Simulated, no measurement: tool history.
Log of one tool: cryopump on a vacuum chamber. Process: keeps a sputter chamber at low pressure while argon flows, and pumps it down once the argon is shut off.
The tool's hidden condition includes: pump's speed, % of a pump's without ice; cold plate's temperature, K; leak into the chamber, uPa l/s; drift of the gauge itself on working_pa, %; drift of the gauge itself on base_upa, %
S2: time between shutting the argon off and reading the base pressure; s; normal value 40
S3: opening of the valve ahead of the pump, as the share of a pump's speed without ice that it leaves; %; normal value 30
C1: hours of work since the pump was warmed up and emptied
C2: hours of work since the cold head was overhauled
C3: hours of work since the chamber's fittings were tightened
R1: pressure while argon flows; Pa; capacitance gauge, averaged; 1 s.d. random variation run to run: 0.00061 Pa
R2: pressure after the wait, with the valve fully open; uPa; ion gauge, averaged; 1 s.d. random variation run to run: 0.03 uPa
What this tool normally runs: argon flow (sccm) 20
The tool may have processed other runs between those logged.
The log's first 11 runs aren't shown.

run 12 hour=392.3 | argon_flow_(sccm)=20 S2=148 S3=30 | C1=272 C2=272 C3=854 | R1=0.0891 R2=2.69
run 13 hour=425.8 | argon_flow_(sccm)=20 S2=148 S3=27 | C1=292 C2=292 C3=874 | R1=0.0987 R2=2.83
run 14 hour=457.7 | argon_flow_(sccm)=20 S2=148 S3=27 | C1=311 C2=311 C3=893 | R1=0.0990 R2=2.70
run 15 hour=487.0 | argon_flow_(sccm)=20 S2=148 S3=27 | C1=329 C2=329 C3=911 | R1=0.0994 R2=2.86
run 16 hour=534.2 | argon_flow_(sccm)=20 S2=40 S3=30 | C1=357 C2=357 C3=939 | R1=0.0915 R2=3.79
run 17 hour=578.3 | argon_flow_(sccm)=20 S2=40 S3=30 | C1=383 C2=383 C3=965 | R1=0.0904 R2=3.97
run 18 hour=619.1 | argon_flow_(sccm)=12 S2=173 S3=33 | C1=408 C2=408 C3=990 | R1=0.0493 R2=3.10
run 19 hour=643.7 | argon_flow_(sccm)=12 S2=173 S3=58 | C1=422 C2=422 C3=1004 | R1=0.0290 R2=3.10
run 20 hour=688.5 | argon_flow_(sccm)=12 S2=173 S3=58 | C1=449 C2=449 C3=1031 | R1=0.0289 R2=3.21
run 21 hour=727.9 | argon_flow_(sccm)=20 S2=168 S3=24 | C1=473 C2=473 C3=1055 | R1=0.1130 R2=3.27
run 22 hour=772.3 | argon_flow_(sccm)=20 S2=168 S3=24 | C1=499 C2=499 C3=1081 | R1=0.1114 R2=3.36
run 23 hour=792.8 | argon_flow_(sccm)=38 S2=46 S3=18 | C1=511 C2=511 C3=1093 | R1=0.2836 R2=4.20
-- hour=812.1 leaking fittings of the chamber tightened, without venting
run 24 hour=834.8 | argon_flow_(sccm)=38 S2=229 S3=36 | C1=535 C2=535 C3=14 | R1=0.1469 R2=0.55
run 25 hour=882.9 | argon_flow_(sccm)=38 S2=229 S3=36 | C1=564 C2=564 C3=42 | R1=0.1470 R2=0.66
run 26 hour=905.8 | argon_flow_(sccm)=21 S2=34 S3=27 | C1=578 C2=578 C3=56 | R1=0.1059 R2=1.98
run 27 hour=928.3 | argon_flow_(sccm)=12 S2=53 S3=27 | C1=591 C2=591 C3=69 | R1=0.0614 R2=1.39
run 28 hour=969.4 | argon_flow_(sccm)=40 S2=89 S3=15 | C1=616 C2=616 C3=94 | R1=0.3605 R2=1.17
run 29 hour=993.1 | argon_flow_(sccm)=40 S2=89 S3=15 | C1=630 C2=630 C3=108 | R1=0.3605 R2=1.19
run 30 hour=1031.7 | argon_flow_(sccm)=40 S2=89 S3=15 | C1=653 C2=653 C3=131 | R1=0.3614 R2=1.23
run 31 hour=1072.1 | argon_flow_(sccm)=40 S2=89 S3=15 | C1=677 C2=677 C3=155 | R1=0.3582 R2=1.27
run 32 hour=1117.2 | argon_flow_(sccm)=33 S2=40 S3=16 | C1=704 C2=704 C3=182 | R1=0.2807 R2=2.03
run 33 hour=1150.2 | argon_flow_(sccm)=20 S2=40 S3=47 | C1=723 C2=723 C3=202 | R1=0.0623 R2=2.18

Predict each of these 4 candidate next runs independently; none follows another, all start after run 33:
run A hour=1190.1 | argon_flow_(sccm)=20 S2=25 S3=23 | C1=747 C2=747 C3=226 | R1=? R2=?
run B hour=1190.1 | argon_flow_(sccm)=16 S2=40 S3=27 | C1=747 C2=747 C3=226 | R1=? R2=?
run C hour=1190.1 | argon_flow_(sccm)=32 S2=82 S3=30 | C1=747 C2=747 C3=226 | R1=? R2=?
run D hour=1190.1 | argon_flow_(sccm)=20 S2=116 S3=22 | C1=747 C2=747 C3=226 | R1=? R2=?

run=A R1=0.1206 R2=2.99
run=B R1=0.0811 R2=2.17
run=C R1=0.1496 R2=1.56
run=D R1=0.1243 R2=1.40
The same runs, with their run-to-run variation unchanged, on a tool lacking any hidden condition would have given:
run=A R1=0.1147 R2=2.27
run=B R1=0.0764 R2=1.47
run=C R1=0.1401 R2=0.85
run=D R1=0.1184 R2=0.69

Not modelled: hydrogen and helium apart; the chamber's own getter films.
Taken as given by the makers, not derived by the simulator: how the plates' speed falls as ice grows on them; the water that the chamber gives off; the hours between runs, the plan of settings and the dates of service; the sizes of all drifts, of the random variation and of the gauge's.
